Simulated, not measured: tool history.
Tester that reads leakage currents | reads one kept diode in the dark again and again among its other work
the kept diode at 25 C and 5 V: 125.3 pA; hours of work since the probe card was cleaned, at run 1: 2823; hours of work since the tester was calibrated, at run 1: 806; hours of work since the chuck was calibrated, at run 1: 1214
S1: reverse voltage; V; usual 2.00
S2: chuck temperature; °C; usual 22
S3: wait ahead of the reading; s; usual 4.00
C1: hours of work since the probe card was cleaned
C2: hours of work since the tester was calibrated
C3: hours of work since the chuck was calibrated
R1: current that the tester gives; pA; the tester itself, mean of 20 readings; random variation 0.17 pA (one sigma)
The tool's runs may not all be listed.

Run 1, hour 0.0: usual settings; C1 2823; C2 806; C3 1214. Result: R1 66.55 pA.
Run 2, hour 125.7: usual settings; C1 2908; C2 892; C3 1300. Result: R1 66.74 pA.
Run 3, hour 343.9: usual settings but S1 1.14 V; C1 3058; C2 1041; C3 1449. Result: R1 48.28 pA.
Run 4, hour 558.4: usual settings but S1 1.14 V; C1 3204; C2 1188; C3 1596. Result: R1 49.27 pA.
Run 5, hour 653.6: usual settings but S2 26 °C; C1 3269; C2 1253; C3 1661. Result: R1 97.73 pA.
At hour 777.7: chuck's temperature calibrated.
Run 6, hour 848.5: usual settings but S2 26 °C; C1 3401; C2 1385; C3 48. Result: R1 79.94 pA.
Run 7, hour 1034.1: usual settings but S2 26 °C; C1 3528; C2 1511; C3 175. Result: R1 81.44 pA.
At hour 1151.9: probe card cleaned and baked.
Run 8, hour 1208.3: usual settings; C1 39; C2 1628; C3 292. Result: R1 57.51 pA.
Run 9, hour 1364.8: usual settings but S3 0.91 s; C1 145; C2 1735; C3 399. Result: R1 59.31 pA.
Run 10, hour 1509.7: usual settings but S3 0.91 s; C1 244; C2 1834; C3 498. Result: R1 59.56 pA.
Run 11, hour 1676.0: usual settings but S3 0.91 s; C1 358; C2 1948; C3 612. Result: R1 60.21 pA.
Run 12, hour 1829.3: usual settings but S3 0.91 s; C1 463; C2 2053; C3 716. Result: R1 60.85 pA.
Run 13, hour 2014.2: usual settings but S3 0.91 s; C1 589; C2 2179; C3 843. Result: R1 61.60 pA.
Run 14, hour 2110.2: usual settings but S3 0.36 s; C1 655; C2 2245; C3 908. Result: R1 63.50 pA.
Run 15, hour 2295.1: usual settings but S3 0.36 s; C1 781; C2 2371; C3 1035. Result: R1 64.90 pA.
Run 16, hour 2505.7: usual settings but S2 34 °C, S3 4.09 s; C1 925; C2 2515; C3 1178. Result: R1 174.78 pA.
Run 17, hour 2709.7: usual settings but S1 17.91 V, S2 34 °C, S3 1.24 s; C1 1064; C2 2654; C3 1318. Result: R1 667.55 pA.
Run 18, hour 2824.3: usual settings but S1 2.99 V, S2 35 °C, S3 0.46 s; C1 1142; C2 2732; C3 1396. Result: R1 249.46 pA.
At hour 2875.8: tester calibrated.
Run 19, hour 2936.3: usual settings but S2 31 °C, S3 0.83 s; C1 1218; C2 41; C3 1471. Result: R1 141.73 pA.
Run 20, hour 3164.5: usual settings but S2 31 °C, S3 0.83 s; C1 1374; C2 197; C3 1627. Result: R1 143.50 pA.
Run 21, hour 3284.3: usual settings but S3 3.47 s; C1 1455; C2 279; C3 1709. Result: R1 67.43 pA.
At hour 3328.8: chuck's temperature calibrated.
Run 22, hour 3488.4: usual settings but S1 6.35 V; C1 1593; C2 417; C3 109. Result: R1 116.51 pA.
Run 23, hour 3615.0: usual settings but S1 6.35 V; C1 1680; C2 504; C3 196. Result: R1 117.18 pA.
Run 24, hour 3837.2: usual settings but S1 6.35 V; C1 1832; C2 655; C3 347. Result: R1 119.39 pA.
Run 25, hour 4040.3: usual settings but S2 24 °C, S3 0.73 s; C1 1970; C2 794; C3 486. Result: R1 72.94 pA.
Run 26, hour 4253.4: usual settings but S2 26 °C, S3 7.88 s; C1 2116; C2 940; C3 632. Result: R1 86.04 pA.

Forecast each of these 5 alternatives for the next run:
Run A, hour 4449.0: usual settings but S2 21 °C; C1 2250; C2 1073; C3 765. Result: R1 ?.
Run B, hour 4449.0: usual settings but S1 5.07 V, S3 0.69 s; C1 2250; C2 1073; C3 765. Result: R1 ?.
Run C, hour 4449.0: usual settings but S3 2.54 s; C1 2250; C2 1073; C3 765. Result: R1 ?.
Run D, hour 4449.0: usual settings but S2 26 °C, S3 7.06 s; C1 2250; C2 1073; C3 765. Result: R1 ?.
Run E, hour 4449.0: usual settings but S2 56 °C, S3 7.88 s; C1 2250; C2 1073; C3 765. Result: R1 ?.

run      R1
  A   56.89
  B  111.18
  C   62.42
  D   87.64
  E  915.80
Without the tool's hidden state the same runs would have given:
run      R1
  A   51.00
  B   99.55
  C   56.07
  D   79.14
  E  846.13
